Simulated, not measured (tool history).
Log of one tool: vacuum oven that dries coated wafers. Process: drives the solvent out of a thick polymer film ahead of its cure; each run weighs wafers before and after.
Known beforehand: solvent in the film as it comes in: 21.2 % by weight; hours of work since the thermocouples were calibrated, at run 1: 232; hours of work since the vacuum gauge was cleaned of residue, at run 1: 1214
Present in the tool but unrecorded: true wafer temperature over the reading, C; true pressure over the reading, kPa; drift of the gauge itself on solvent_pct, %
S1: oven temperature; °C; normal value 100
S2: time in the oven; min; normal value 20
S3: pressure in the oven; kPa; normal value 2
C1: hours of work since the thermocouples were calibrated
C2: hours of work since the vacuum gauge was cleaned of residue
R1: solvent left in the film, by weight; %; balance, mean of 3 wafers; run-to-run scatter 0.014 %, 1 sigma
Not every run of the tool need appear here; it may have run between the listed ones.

run    hour   S1  S2    S3   C1    C2    R1
  1       0  100  20     2  232  1214  3.91
  2    42.4  100  20     2  257  1238  3.88
  3    99.9  100  19     2  291  1272  4.14
  4   137.4  100  19  2.62  313  1294  4.46
  5   169.6  100  19  2.62  332  1313  4.43
  6   203.3  100  13     2  352  1333  6.24
  7   261.3  100  20     2  386  1367   3.9
  8   323.4  100  20     2  423  1404  3.88
  9   356.2  100  20  5.36  442  1423   5.5
 10   401.4  100  20     2  469  1450  3.91
 11   433.1  100  20     2  487  1468  3.89
 12   491.9  100  20     2  522  1503  3.87
 13   524.5  100  20     2  541  1522   3.9
 14     569  100  20     2  567  1548  3.89
 15   623.1   94  20  1.61  599  1580  5.43
 16   684.9  103  14  3.03  635  1617   5.4
 17   728.5  103  14  3.03  661  1642  5.41
      775.7  -- oven's thermocouples calibrated
 18   792.8  110  12  1.16   10  1679  3.67
 19   825.1  110  12  1.16   29  1698  3.64
 20     851  110  12  1.16   44  1713  3.65
 21   902.9  105  22  1.16   75  1744  1.99
 22   940.1  107  34  1.21   97  1766  0.79
 23   980.4  104  14  1.04  121  1790  4.33
 24  1023.4  104  14  1.04  146  1815  4.31
 25    1083  104  14  1.04  181  1850  4.29

For each entry between runs, how does the tool's hidden state at the last listed run before it compare with that at the first listed run after it?
Between runs 17 and 18: oven's thermocouples calibrated (hour 775.7)
  true wafer temperature over the reading, C: 0.04 -> -0.01; true pressure over the reading, kPa: 0.01 -> 0.011
